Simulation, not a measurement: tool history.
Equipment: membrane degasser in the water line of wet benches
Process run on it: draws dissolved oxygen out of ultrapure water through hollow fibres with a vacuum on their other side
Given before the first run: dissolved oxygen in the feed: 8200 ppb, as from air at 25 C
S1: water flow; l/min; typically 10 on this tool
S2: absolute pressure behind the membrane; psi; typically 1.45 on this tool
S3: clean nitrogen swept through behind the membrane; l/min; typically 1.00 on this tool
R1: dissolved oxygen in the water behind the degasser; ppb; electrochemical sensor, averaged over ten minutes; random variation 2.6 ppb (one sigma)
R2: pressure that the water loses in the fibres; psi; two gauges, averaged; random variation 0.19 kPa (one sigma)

Run 1, hour 0.0: usual settings. Result: R1 265.1 ppb, R2 5.536 psi.
Run 2, hour 74.6: usual settings but S2 1.10 psi. Result: R1 209.5 ppb, R2 5.552 psi.
Run 3, hour 133.3: usual settings but S2 1.10 psi. Result: R1 207.9 ppb, R2 5.587 psi.
Run 4, hour 209.9: usual settings but S2 1.10 psi. Result: R1 211.1 ppb, R2 5.516 psi.
Run 5, hour 245.9: usual settings. Result: R1 264.3 ppb, R2 5.533 psi.
Run 6, hour 300.9: usual settings. Result: R1 264.0 ppb, R2 5.565 psi.
Run 7, hour 362.8: usual settings. Result: R1 262.3 ppb, R2 5.507 psi.
Run 8, hour 410.6: usual settings. Result: R1 259.1 ppb, R2 5.524 psi.
Run 9, hour 461.2: usual settings but S3 2.59 l/min. Result: R1 174.9 ppb, R2 5.565 psi.
Run 10, hour 509.9: usual settings but S2 2.41 psi, S3 2.59 l/min. Result: R1 231.6 ppb, R2 5.540 psi.
Run 11, hour 555.8: usual settings but S2 2.41 psi, S3 2.59 l/min. Result: R1 230.9 ppb, R2 5.545 psi.
Run 12, hour 619.8: usual settings but S2 2.41 psi, S3 2.59 l/min. Result: R1 229.4 ppb, R2 5.561 psi.
Run 13, hour 658.9: usual settings but S2 2.41 psi, S3 2.59 l/min. Result: R1 233.5 ppb, R2 5.516 psi.
Run 14, hour 698.4: usual settings but S2 2.41 psi, S3 2.59 l/min. Result: R1 230.0 ppb, R2 5.453 psi.
Run 15, hour 746.2: usual settings but S3 1.82 l/min. Result: R1 192.2 ppb, R2 5.513 psi.
Run 16, hour 787.3: usual settings but S1 7 l/min, S3 1.05 l/min. Result: R1 159.1 ppb, R2 3.877 psi.
Run 17, hour 868.5: usual settings but S1 7 l/min, S3 1.05 l/min. Result: R1 159.6 ppb, R2 3.871 psi.
Run 18, hour 904.6: usual settings but S1 7 l/min, S3 1.05 l/min. Result: R1 157.0 ppb, R2 3.785 psi.
Run 19, hour 948.4: usual settings but S1 12 l/min, S2 2.45 psi, S3 2.09 l/min. Result: R1 332.9 ppb, R2 6.644 psi.
Run 20, hour 988.8: usual settings but S1 7 l/min, S2 2.35 psi. Result: R1 266.3 ppb, R2 3.816 psi.
Run 21, hour 1067.2: usual settings but S1 15 l/min, S2 3.15 psi. Result: R1 789.8 ppb, R2 8.182 psi.
Run 22, hour 1132.5: usual settings but S1 9 l/min, S2 3.15 psi, S3 1.98 l/min. Result: R1 288.3 ppb, R2 4.953 psi.
Run 23, hour 1173.1: usual settings but S1 9 l/min, S2 3.15 psi, S3 1.98 l/min. Result: R1 285.8 ppb, R2 4.946 psi.
Run 24, hour 1220.1: usual settings but S1 6 l/min, S2 3.15 psi, S3 2.98 l/min. Result: R1 128.4 ppb, R2 3.274 psi.
Run 25, hour 1293.0: usual settings but S1 11 l/min, S2 1.23 psi. Result: R1 260.9 ppb, R2 6.067 psi.
Run 26, hour 1338.7: usual settings but S1 7 l/min, S2 1.83 psi. Result: R1 205.7 ppb, R2 3.813 psi.
Run 27, hour 1416.3: usual settings but S1 6 l/min, S2 1.83 psi. Result: R1 172.3 ppb, R2 3.258 psi.
Run 28, hour 1450.1: usual settings but S1 15 l/min, S2 1.94 psi, S3 0.75 l/min. Result: R1 618.0 ppb, R2 8.216 psi.
Run 29, hour 1510.3: usual settings but S1 15 l/min, S2 1.94 psi, S3 2.43 l/min. Result: R1 358.9 ppb, R2 8.232 psi.

4 ways to go on from here, each from the tool as it stands after run 29. What would each give?
Run A, hour 1557.9: usual settings but S1 6 l/min, S2 2.15 psi, S3 1.17 l/min. Result: R1 ?, R2 ?.
Run B, hour 1557.9: usual settings but S1 6 l/min, S2 1.10 psi, S3 2.43 l/min. Result: R1 ?, R2 ?.
Run C, hour 1557.9: usual settings but S1 8 l/min, S2 2.31 psi. Result: R1 ?, R2 ?.
Run D, hour 1557.9: usual settings but S1 8 l/min, S2 0.88 psi, S3 0.50 l/min. Result: R1 ?, R2 ?.

run     R1     R2
  A  180.2  3.281
  B   63.6  3.282
  C  300.3  4.341
  D  175.8  4.363
What these runs would have given with no unlogged condition in the tool:
run     R1     R2
  A  180.0  3.337
  B   63.5  3.337
  C  300.2  4.416
  D  175.5  4.438

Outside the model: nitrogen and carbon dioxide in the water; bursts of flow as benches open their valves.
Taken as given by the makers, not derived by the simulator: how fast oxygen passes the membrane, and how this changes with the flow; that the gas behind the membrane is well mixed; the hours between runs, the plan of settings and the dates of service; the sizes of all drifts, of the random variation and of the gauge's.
